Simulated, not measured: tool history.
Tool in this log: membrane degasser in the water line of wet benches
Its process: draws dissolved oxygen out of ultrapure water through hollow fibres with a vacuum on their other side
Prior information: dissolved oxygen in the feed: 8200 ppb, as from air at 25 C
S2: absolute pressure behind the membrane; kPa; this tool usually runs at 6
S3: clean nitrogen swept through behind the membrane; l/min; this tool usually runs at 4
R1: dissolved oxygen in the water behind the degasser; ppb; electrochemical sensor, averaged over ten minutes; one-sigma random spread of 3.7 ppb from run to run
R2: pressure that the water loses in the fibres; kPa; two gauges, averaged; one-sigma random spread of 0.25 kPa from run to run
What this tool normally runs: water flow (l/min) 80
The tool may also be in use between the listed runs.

Run 1, hour 0: usual settings. Result: R1 404.9 ppb, R2 71.23 kPa.
Run 2, hour 87.3: usual settings. Result: R1 408.8 ppb, R2 70.98 kPa.
Run 3, hour 252.9: usual settings. Result: R1 400.2 ppb, R2 71.39 kPa.
Run 4, hour 418.7: usual settings but water flow (l/min) 77. Result: R1 380 ppb, R2 69.11 kPa.
Run 5, hour 605.2: usual settings but water flow (l/min) 102. Result: R1 633.3 ppb, R2 91.12 kPa.
Run 6, hour 747.5: usual settings but S2 7.22 kPa. Result: R1 463 ppb, R2 72.12 kPa.
Run 7, hour 896.9: usual settings but S2 4.57 kPa. Result: R1 363.3 ppb, R2 71.71 kPa.
Run 8, hour 1019.9: usual settings but S3 1.82 l/min. Result: R1 523.3 ppb, R2 72.02 kPa.
Run 9, hour 1193.1: usual settings but S3 1.82 l/min. Result: R1 528.7 ppb, R2 72.07 kPa.
Run 10, hour 1304.5: usual settings but S3 1.82 l/min. Result: R1 540.2 ppb, R2 72.19 kPa.
Run 11, hour 1421.5: usual settings but water flow (l/min) 54. Result: R1 200.9 ppb, R2 48.76 kPa.
Run 12, hour 1534.1: usual settings but water flow (l/min) 54. Result: R1 199.5 ppb, R2 48.64 kPa.
Run 13, hour 1697.3: usual settings. Result: R1 424.1 ppb, R2 72.66 kPa.
Run 14, hour 1873: usual settings but S3 2.95 l/min. Result: R1 472.4 ppb, R2 73.09 kPa.
Run 15, hour 2007.1: usual settings but S3 2.95 l/min. Result: R1 467.1 ppb, R2 72.9 kPa.
Run 16, hour 2098: usual settings but S3 2.95 l/min. Result: R1 473 ppb, R2 72.81 kPa.
Run 17, hour 2194.7: usual settings but S3 2.95 l/min. Result: R1 473.4 ppb, R2 72.85 kPa.
Run 18, hour 2298.6: usual settings but S2 6.05 kPa, S3 4.13 l/min. Result: R1 438.7 ppb, R2 73.03 kPa.
Run 19, hour 2491.4: usual settings but S2 6.05 kPa, S3 4.13 l/min. Result: R1 438.8 ppb, R2 73.51 kPa.
Run 20, hour 2588.3: usual settings but water flow (l/min) 82. Result: R1 463.4 ppb, R2 75.54 kPa.
Run 21, hour 2705: usual settings but water flow (l/min) 69, S3 2.24 l/min. Result: R1 409.4 ppb, R2 63.11 kPa.
Run 22, hour 2796: usual settings but water flow (l/min) 104, S2 6.92 kPa, S3 4.09 l/min. Result: R1 726 ppb, R2 96.03 kPa.
Run 23, hour 2917.3: usual settings but water flow (l/min) 104, S2 6.92 kPa, S3 4.09 l/min. Result: R1 751.8 ppb, R2 96.53 kPa.
Run 24, hour 3086.8: usual settings but water flow (l/min) 49, S2 5.48 kPa, S3 9.56 l/min. Result: R1 121.4 ppb, R2 45.33 kPa.
Run 25, hour 3254.9: usual settings but water flow (l/min) 54, S2 5.81 kPa, S3 9.23 l/min. Result: R1 158.6 ppb, R2 50.16 kPa.
Run 26, hour 3356.3: usual settings but water flow (l/min) 54, S2 5.81 kPa, S3 9.23 l/min. Result: R1 161 ppb, R2 50.13 kPa.
Run 27, hour 3479.9: usual settings but S3 3.4 l/min. Result: R1 461.1 ppb, R2 74.23 kPa.
Run 28, hour 3600: usual settings but S3 3.4 l/min. Result: R1 474.6 ppb, R2 74.23 kPa.
Run 29, hour 3689.4: usual settings but water flow (l/min) 67, S3 5.6 l/min. Result: R1 300.3 ppb, R2 62.58 kPa.
Run 30, hour 3800.5: usual settings but water flow (l/min) 67, S3 5.6 l/min. Result: R1 307.3 ppb, R2 62.72 kPa.
Run 31, hour 3977: usual settings but water flow (l/min) 67, S3 5.6 l/min. Result: R1 297.5 ppb, R2 62.86 kPa.

Put back what was entered between runs (2 entries, withheld): which listed runs does each sit between, and how does the hidden state differ from the listed run before to the listed run after?
Between runs 5 and 6: seals of the vacuum lines changed (hour 662.6)
  membrane still open, %: 96 -> 95.8; true pressure behind the membrane over the reading, kPa: 0.12 -> 0.13; air that leaks in behind the membrane, l/min: 0.0347 -> 0.0034
  measured minus no-state result, R1: +58.8 -> +43.1 ppb; R2: +3.61 -> +2.99 kPa
Between runs 23 and 24: vacuum gauge calibrated (hour 2988)
  membrane still open, %: 93 -> 92.8; true pressure behind the membrane over the reading, kPa: 0.26 -> 0.06; air that leaks in behind the membrane, l/min: 0.0131 -> 0.0138
  measured minus no-state result, R1: +111 -> +27.8 ppb; R2: +6.72 -> +3.26 kPa
